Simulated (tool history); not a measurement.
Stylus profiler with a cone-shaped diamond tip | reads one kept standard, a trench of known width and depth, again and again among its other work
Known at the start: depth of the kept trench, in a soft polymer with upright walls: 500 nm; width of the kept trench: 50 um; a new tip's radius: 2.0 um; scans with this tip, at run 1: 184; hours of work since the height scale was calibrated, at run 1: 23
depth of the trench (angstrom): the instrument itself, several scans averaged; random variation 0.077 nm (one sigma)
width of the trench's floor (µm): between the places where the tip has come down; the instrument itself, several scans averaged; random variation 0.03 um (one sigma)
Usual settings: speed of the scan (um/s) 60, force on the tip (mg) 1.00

run	hour	speed of the scan (um/s)	force on the tip (mg)	scans with this tip	hours of work since the height scale was calibrated	depth of the trench (angstrom)	width of the trench's floor (µm)
1	0.0	60	1.00	184	23	5040.5	46.70
2	10.1	60	1.00	221	28	5041.0	46.75
3	17.2	60	1.00	247	31	5039.2	46.75
4	26.3	60	1.00	280	35	5040.4	46.75
5	37.2	60	1.00	320	40	5041.0	46.76
6	52.3	60	0.48	376	47	5025.0	46.49
7	62.8	60	1.00	415	52	5040.0	46.73
8	76.1	60	1.00	463	58	5040.2	46.81
9	92.1	60	1.00	522	65	5040.5	46.77
10	102.5	60	1.00	560	70	5041.4	46.76
11	115.7	60	1.00	608	76	5041.4	46.65
12	131.5	60	1.00	666	83	5041.0	46.71
13	138.7	60	1.00	693	87	5040.8	46.70
14	147.6	15	2.31	726	91	5070.3	47.21
15	158.1	15	2.84	764	95	5082.2	47.25
16	174.4	30	1.49	824	103	5052.4	47.04
17	181.8	211	2.36	851	106	5071.4	45.92
18	196.1	178	0.57	904	113	5028.1	44.97
19	210.9	215	2.01	958	120	5064.8	45.78
20	218.9	215	2.01	988	123	5064.4	45.78
21	235.0	35	1.21	1046	131	5047.4	47.04
22	251.8	150	2.02	1108	138	5065.8	46.24
23	259.6	117	1.97	1137	142	5064.7	46.44
24	270.3	193	1.21	1176	147	5045.8	45.50
25	282.0	39	0.78	1219	152	5035.8	46.84

The next listed run, before its measurement:
26	294.5	39	0.78	1265	158	?	?

Run 26 gave depth of the trench (angstrom) 5035.5, width of the trench's floor (µm) 46.82.
Without the tool's hidden state the same run would have given depth of the trench (angstrom) 5034.7, width of the trench's floor (µm) 46.90.
